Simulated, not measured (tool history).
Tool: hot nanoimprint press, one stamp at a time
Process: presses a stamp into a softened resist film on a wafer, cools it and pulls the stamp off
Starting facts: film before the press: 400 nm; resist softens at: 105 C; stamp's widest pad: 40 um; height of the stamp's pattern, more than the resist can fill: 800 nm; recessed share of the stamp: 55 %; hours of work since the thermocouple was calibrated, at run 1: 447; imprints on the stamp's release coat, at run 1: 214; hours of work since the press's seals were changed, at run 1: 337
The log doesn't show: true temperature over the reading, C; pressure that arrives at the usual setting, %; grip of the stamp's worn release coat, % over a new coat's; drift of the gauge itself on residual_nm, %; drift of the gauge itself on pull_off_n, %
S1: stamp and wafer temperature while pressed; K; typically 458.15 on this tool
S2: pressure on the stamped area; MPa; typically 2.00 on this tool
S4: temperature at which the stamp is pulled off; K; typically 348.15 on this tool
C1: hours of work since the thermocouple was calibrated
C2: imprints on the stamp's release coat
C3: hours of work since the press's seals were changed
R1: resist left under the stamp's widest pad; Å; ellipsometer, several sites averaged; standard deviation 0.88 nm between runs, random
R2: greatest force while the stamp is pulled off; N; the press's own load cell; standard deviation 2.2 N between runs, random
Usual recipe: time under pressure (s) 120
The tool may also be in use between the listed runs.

run 1 day=0.000 | S1=458.15 S2=2.00 time_under_pressure_(s)=120 S4=348.15 | C1=447 C2=214 C3=337 | R1=2125 R2=110
run 2 day=0.538 | S1=458.15 S2=2.00 time_under_pressure_(s)=120 S4=348.15 | C1=456 C2=286 C3=346 | R1=2122 R2=111
run 3 day=1.142 | S1=468.15 S2=2.00 time_under_pressure_(s)=120 S4=348.15 | C1=467 C2=367 C3=357 | R1=1567 R2=111
run 4 day=1.838 | S1=468.15 S2=2.00 time_under_pressure_(s)=89 S4=348.15 | C1=479 C2=462 C3=369 | R1=1758 R2=120
run 5 day=2.154 | S1=468.15 S2=2.00 time_under_pressure_(s)=89 S4=348.15 | C1=485 C2=504 C3=374 | R1=1744 R2=122
run 6 day=2.850 | S1=458.15 S2=2.00 time_under_pressure_(s)=120 S4=348.15 | C1=497 C2=598 C3=387 | R1=2125 R2=128
-- day=3.088 plate thermocouple calibrated
-- day=3.704 stamp cleaned and given a new release coat
run 7 day=3.746 | S1=458.15 S2=2.00 time_under_pressure_(s)=120 S4=348.15 | C1=7 C2=5 C3=396 | R1=2031 R2=98
run 8 day=4.275 | S1=458.15 S2=2.00 time_under_pressure_(s)=120 S4=348.15 | C1=16 C2=77 C3=405 | R1=2039 R2=100
run 9 day=4.871 | S1=458.15 S2=2.00 time_under_pressure_(s)=120 S4=353.15 | C1=27 C2=157 C3=415 | R1=2058 R2=94
run 10 day=5.362 | S1=458.15 S2=2.00 time_under_pressure_(s)=120 S4=348.15 | C1=35 C2=223 C3=424 | R1=2032 R2=102
run 11 day=6.062 | S1=458.15 S2=2.00 time_under_pressure_(s)=120 S4=348.15 | C1=48 C2=317 C3=436 | R1=2043 R2=111
run 12 day=6.812 | S1=458.15 S2=2.00 time_under_pressure_(s)=72 S4=348.15 | C1=61 C2=418 C3=449 | R1=2436 R2=112
run 13 day=7.567 | S1=458.15 S2=2.00 time_under_pressure_(s)=130 S4=348.15 | C1=74 C2=520 C3=463 | R1=2007 R2=116
run 14 day=8.179 | S1=458.15 S2=2.00 time_under_pressure_(s)=130 S4=348.15 | C1=85 C2=603 C3=473 | R1=1982 R2=119
run 15 day=8.512 | S1=458.15 S2=2.00 time_under_pressure_(s)=130 S4=348.15 | C1=91 C2=648 C3=479 | R1=2010 R2=118
-- day=8.867 stamp cleaned and given a new release coat
run 16 day=9.429 | S1=458.15 S2=1.22 time_under_pressure_(s)=156 S4=348.15 | C1=102 C2=76 C3=491 | R1=2263 R2=102
run 17 day=9.846 | S1=466.15 S2=1.52 time_under_pressure_(s)=156 S4=345.15 | C1=110 C2=132 C3=498 | R1=1623 R2=110
run 18 day=10.275 | S1=466.15 S2=2.17 time_under_pressure_(s)=210 S4=345.15 | C1=117 C2=190 C3=506 | R1=1217 R2=110
run 19 day=11.000 | S1=466.15 S2=2.17 time_under_pressure_(s)=210 S4=345.15 | C1=130 C2=288 C3=518 | R1=1219 R2=117
run 20 day=11.500 | S1=459.15 S2=2.17 time_under_pressure_(s)=178 S4=345.15 | C1=139 C2=355 C3=527 | R1=1672 R2=114
run 21 day=12.212 | S1=458.15 S2=2.00 time_under_pressure_(s)=78 S4=339.15 | C1=151 C2=451 C3=540 | R1=2404 R2=137
run 22 day=12.721 | S1=458.15 S2=1.81 time_under_pressure_(s)=133 S4=348.15 | C1=160 C2=520 C3=548 | R1=2072 R2=113
run 23 day=13.158 | S1=447.15 S2=2.81 time_under_pressure_(s)=133 S4=336.15 | C1=168 C2=579 C3=556 | R1=2491 R2=141
-- day=14.046 stamp cleaned and given a new release coat
run 24 day=14.046 | S1=462.15 S2=1.84 time_under_pressure_(s)=82 S4=351.15 | C1=179 C2=0 C3=567 | R1=2163 R2=96
run 25 day=14.721 | S1=467.15 S2=3.13 time_under_pressure_(s)=120 S4=348.15 | C1=191 C2=91 C3=579 | R1=1274 R2=99
run 26 day=15.488 | S1=467.15 S2=3.13 time_under_pressure_(s)=120 S4=348.15 | C1=204 C2=194 C3=593 | R1=1283 R2=105
run 27 day=16.112 | S1=460.15 S2=2.29 time_under_pressure_(s)=120 S4=348.15 | C1=215 C2=279 C3=603 | R1=1849 R2=109
-- day=16.654 press's hydraulic seals changed and the load cell set to zero
run 28 day=17.229 | S1=450.15 S2=2.07 time_under_pressure_(s)=170 S4=348.15 | C1=229 C2=384 C3=10 | R1=2349 R2=113
run 29 day=17.596 | S1=458.15 S2=1.95 time_under_pressure_(s)=120 S4=346.15 | C1=235 C2=434 C3=16 | R1=2094 R2=116

Hidden state at the last listed run before each entry between runs and at the first one after, where it differs:
From run 6 to run 7: plate thermocouple calibrated (day 3.088); stamp cleaned and given a new release coat (day 3.704)
  true temperature over the reading, C: -1.58 -> -0.09; pressure that arrives at the usual setting, %: 99.1 -> 99.08; grip of the stamp's worn release coat, % over a new coat's: 21.7 -> 0.2
  measured result minus the result with no hidden state, R1: +108 -> +13 Å; R2: +26 -> +0 N
From run 15 to run 16: stamp cleaned and given a new release coat (day 8.867)
  true temperature over the reading, C: -0.35 -> -0.39; pressure that arrives at the usual setting, %: 98.82 -> 98.79; grip of the stamp's worn release coat, % over a new coat's: 23.6 -> 2.7
  measured result minus the result with no hidden state, R1: +32 -> +31 Å; R2: +23 -> +4 N
From run 23 to run 24: stamp cleaned and given a new release coat (day 14.046)
  true temperature over the reading, C: -0.6 -> -0.63; pressure that arrives at the usual setting, %: 98.59 -> 98.55; grip of the stamp's worn release coat, % over a new coat's: 21 -> 0
  measured result minus the result with no hidden state, R1: +61 -> +49 Å; R2: +26 -> +1 N
From run 27 to run 28: press's hydraulic seals changed and the load cell set to zero (day 16.654)
  true temperature over the reading, C: -0.74 -> -0.78; pressure that arrives at the usual setting, %: 98.44 -> 99.98; grip of the stamp's worn release coat, % over a new coat's: 9.9 -> 13.7
  measured result minus the result with no hidden state, R1: +57 -> +58 Å; R2: +11 -> +15 N
